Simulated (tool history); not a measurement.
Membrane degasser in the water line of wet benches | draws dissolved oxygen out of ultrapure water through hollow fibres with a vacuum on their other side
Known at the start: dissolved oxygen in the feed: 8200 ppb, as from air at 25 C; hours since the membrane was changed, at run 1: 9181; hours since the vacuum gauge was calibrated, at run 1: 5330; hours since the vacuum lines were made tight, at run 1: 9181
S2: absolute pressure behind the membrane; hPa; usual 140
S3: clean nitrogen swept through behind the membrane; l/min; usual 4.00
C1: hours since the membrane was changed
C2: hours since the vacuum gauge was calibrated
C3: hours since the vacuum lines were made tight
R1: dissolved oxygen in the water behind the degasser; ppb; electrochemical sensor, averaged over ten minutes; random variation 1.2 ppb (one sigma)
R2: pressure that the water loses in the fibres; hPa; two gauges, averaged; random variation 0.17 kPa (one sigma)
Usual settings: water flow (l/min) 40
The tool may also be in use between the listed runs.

Run 1, day 0.000: usual settings; C1 9181; C2 5330; C3 9181. Result: R1 262.3 ppb, R2 295.5 hPa.
Run 2, day 6.471: usual settings; C1 9336; C2 5485; C3 9336. Result: R1 259.5 ppb, R2 297.8 hPa.
At day 12.342: seals of the vacuum lines changed.
Run 3, day 14.350: usual settings but S2 141 hPa; C1 9524; C2 5672; C3 48. Result: R1 261.3 ppb, R2 296.8 hPa.
Run 4, day 19.658: usual settings but S2 141 hPa, S3 9.51 l/min; C1 9651; C2 5800; C3 176. Result: R1 119.2 ppb, R2 296.8 hPa.
Run 5, day 27.225: usual settings but S2 340 hPa; C1 9832; C2 5981; C3 357. Result: R1 683.2 ppb, R2 295.9 hPa.
Run 6, day 33.717: usual settings but S2 340 hPa; C1 9988; C2 6137; C3 513. Result: R1 681.0 ppb, R2 296.7 hPa.
Run 7, day 41.196: usual settings but S2 340 hPa; C1 10168; C2 6317; C3 693. Result: R1 683.0 ppb, R2 297.3 hPa.
Run 8, day 47.971: usual settings but S3 3.04 l/min; C1 10330; C2 6479; C3 855. Result: R1 334.6 ppb, R2 298.8 hPa.
Run 9, day 57.708: usual settings but S3 3.04 l/min; C1 10564; C2 6713; C3 1089. Result: R1 332.2 ppb, R2 298.7 hPa.
Run 10, day 62.867: usual settings but S3 3.04 l/min; C1 10688; C2 6837; C3 1213. Result: R1 330.3 ppb, R2 296.4 hPa.
Run 11, day 67.733: usual settings but S3 3.04 l/min; C1 10805; C2 6953; C3 1329. Result: R1 331.7 ppb, R2 298.8 hPa.
Run 12, day 75.825: usual settings but S3 3.04 l/min; C1 10999; C2 7148; C3 1524. Result: R1 332.8 ppb, R2 301.0 hPa.
Run 13, day 81.767: usual settings but S3 2.84 l/min; C1 11141; C2 7290; C3 1666. Result: R1 356.1 ppb, R2 301.2 hPa.
Run 14, day 88.525: usual settings; C1 11304; C2 7453; C3 1828. Result: R1 261.0 ppb, R2 299.8 hPa.
Run 15, day 93.925: usual settings but S2 242 hPa; C1 11433; C2 7582; C3 1958. Result: R1 484.9 ppb, R2 301.5 hPa.
At day 95.571: vacuum gauge calibrated.
Run 16, day 103.204: usual settings but water flow (l/min) 49, S2 242 hPa; C1 11655; C2 183; C3 2180. Result: R1 569.9 ppb, R2 366.0 hPa.
Run 17, day 109.371: usual settings but water flow (l/min) 34, S2 145 hPa, S3 2.56 l/min; C1 11804; C2 331; C3 2328. Result: R1 343.4 ppb, R2 256.3 hPa.
Run 18, day 118.175: usual settings but water flow (l/min) 27, S2 331 hPa, S3 6.70 l/min; C1 12015; C2 543; C3 2539. Result: R1 292.0 ppb, R2 201.0 hPa.
Run 19, day 127.362: usual settings but water flow (l/min) 48, S2 227 hPa, S3 7.17 l/min; C1 12235; C2 763; C3 2760. Result: R1 313.9 ppb, R2 360.7 hPa.
Run 20, day 133.483: usual settings but water flow (l/min) 48, S2 227 hPa, S3 1.80 l/min; C1 12382; C2 910; C3 2907. Result: R1 1005.9 ppb, R2 355.8 hPa.
Run 21, day 141.008: usual settings but water flow (l/min) 50, S2 229 hPa, S3 2.94 l/min; C1 12563; C2 1091; C3 3088. Result: R1 717.2 ppb, R2 375.3 hPa.
Run 22, day 147.546: usual settings but water flow (l/min) 50, S2 229 hPa, S3 2.94 l/min; C1 12720; C2 1247; C3 3244. Result: R1 717.4 ppb, R2 375.3 hPa.
Run 23, day 152.646: usual settings but water flow (l/min) 50, S2 229 hPa, S3 2.94 l/min; C1 12842; C2 1370; C3 3367. Result: R1 710.7 ppb, R2 376.0 hPa.
Run 24, day 162.567: usual settings but water flow (l/min) 50, S2 229 hPa, S3 2.94 l/min; C1 13080; C2 1608; C3 3605. Result: R1 710.9 ppb, R2 374.2 hPa.
Run 25, day 171.038: usual settings but water flow (l/min) 50, S2 229 hPa, S3 2.94 l/min; C1 13283; C2 1811; C3 3808. Result: R1 715.6 ppb, R2 379.4 hPa.
Run 26, day 176.858: usual settings but water flow (l/min) 50, S2 132 hPa, S3 2.94 l/min; C1 13423; C2 1951; C3 3948. Result: R1 383.5 ppb, R2 375.0 hPa.
Run 27, day 186.017: usual settings but water flow (l/min) 55, S2 93 hPa, S3 6.83 l/min; C1 13643; C2 2171; C3 4168. Result: R1 129.7 ppb, R2 410.7 hPa.
Run 28, day 194.921: usual settings but water flow (l/min) 43, S2 93 hPa, S3 6.96 l/min; C1 13857; C2 2384; C3 4381. Result: R1 99.1 ppb, R2 322.7 hPa.
Run 29, day 203.296: usual settings but S2 183 hPa; C1 14058; C2 2585; C3 4582. Result: R1 355.4 ppb, R2 302.4 hPa.
Run 30, day 209.721: usual settings but water flow (l/min) 49, S2 281 hPa, S3 11.87 l/min; C1 14212; C2 2740; C3 4737. Result: R1 255.0 ppb, R2 368.8 hPa.
Run 31, day 219.162: usual settings but water flow (l/min) 43, S2 347 hPa, S3 11.87 l/min; C1 14439; C2 2966; C3 4963. Result: R1 281.0 ppb, R2 321.4 hPa.

Measured less the same run without the tool's hidden state. The same run-to-run variation is in both; the gauge's scatter may not be:
The hidden state here: membrane still open, %; true pressure behind the membrane over the reading, kPa; air that leaks in behind the membrane, l/min; drift of the gauge itself on oxygen_ppb, %; drift of the gauge itself on loss_of_pressure_kpa, %.
run     R1     R2
  1   +9.7   +8.4
  2   +9.8   +8.6
  3   +6.9   +8.7
  4   +3.8   +8.8
  5   +7.2   +9.0
  6   +7.4   +9.2
  7   +7.8   +9.3
  8   +9.9   +9.5
  9  +10.3   +9.7
 10  +10.4   +9.8
 11  +10.7  +10.0
 12  +11.0  +10.2
 13  +12.0  +10.4
 14   +9.5  +10.6
 15  +10.0  +10.7
 16   +3.5  +13.3
 17   +2.6   +9.4
 18   +2.8   +7.6
 19   +3.6  +13.7
 20   +5.4  +13.8
 21   +5.6  +14.7
 22   +5.9  +14.8
 23   +6.1  +15.0
 24   +6.7  +15.3
 25   +7.2  +15.5
 26   +6.5  +15.6
 27   +5.2  +17.4
 28   +3.9  +13.9
 29   +6.3  +13.1
 30   +5.3  +16.3
 31   +5.2  +14.5
